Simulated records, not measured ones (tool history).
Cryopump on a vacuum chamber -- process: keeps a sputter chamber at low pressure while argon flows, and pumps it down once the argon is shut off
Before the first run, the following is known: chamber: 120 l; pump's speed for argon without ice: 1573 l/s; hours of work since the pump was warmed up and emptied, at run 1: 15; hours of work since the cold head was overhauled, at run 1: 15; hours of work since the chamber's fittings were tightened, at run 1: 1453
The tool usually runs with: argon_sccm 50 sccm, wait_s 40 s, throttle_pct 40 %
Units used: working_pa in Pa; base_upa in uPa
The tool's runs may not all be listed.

| run | day | argon_sccm | wait_s | throttle_pct | hours of work since the pump was warmed up and emptied | hours of work since the cold head was overhauled | hours of work since the chamber's fittings were tightened | working_pa | base_upa |
|---|---|---|---|---|---|---|---|---|---|
| 1 | 0.000 | 50 | 40 | 40 | 15 | 15 | 1453 | 0.1347 | 2.43 |
|  | 0.554 | leaking fittings of the chamber tightened, without venting |
| 2 | 0.692 | 44 | 40 | 40 | 25 | 25 | 2 | 0.1187 | 1.68 |
| 3 | 1.162 | 44 | 40 | 40 | 32 | 32 | 10 | 0.1197 | 1.65 |
| 4 | 1.754 | 44 | 40 | 40 | 42 | 42 | 19 | 0.1172 | 1.59 |
| 5 | 2.117 | 50 | 40 | 40 | 48 | 48 | 25 | 0.1349 | 1.60 |
| 6 | 2.633 | 50 | 40 | 53 | 56 | 56 | 33 | 0.1037 | 1.69 |
| 7 | 2.950 | 50 | 56 | 60 | 61 | 61 | 39 | 0.0910 | 1.27 |
| 8 | 3.321 | 95 | 86 | 23 | 67 | 67 | 45 | 0.4461 | 0.96 |
| 9 | 3.604 | 35 | 86 | 22 | 72 | 72 | 49 | 0.1709 | 0.94 |

What does the tool deliver on the next run?
| 10 | 3.938 | 21 | 54 | 24 | 77 | 77 | 55 | ? | ? |

Run 10 gave working_pa 0.0938 Pa, base_upa 1.33 uPa.
Without the tool's hidden state the same run would have given working_pa 0.0934 Pa, base_upa 1.22 uPa.
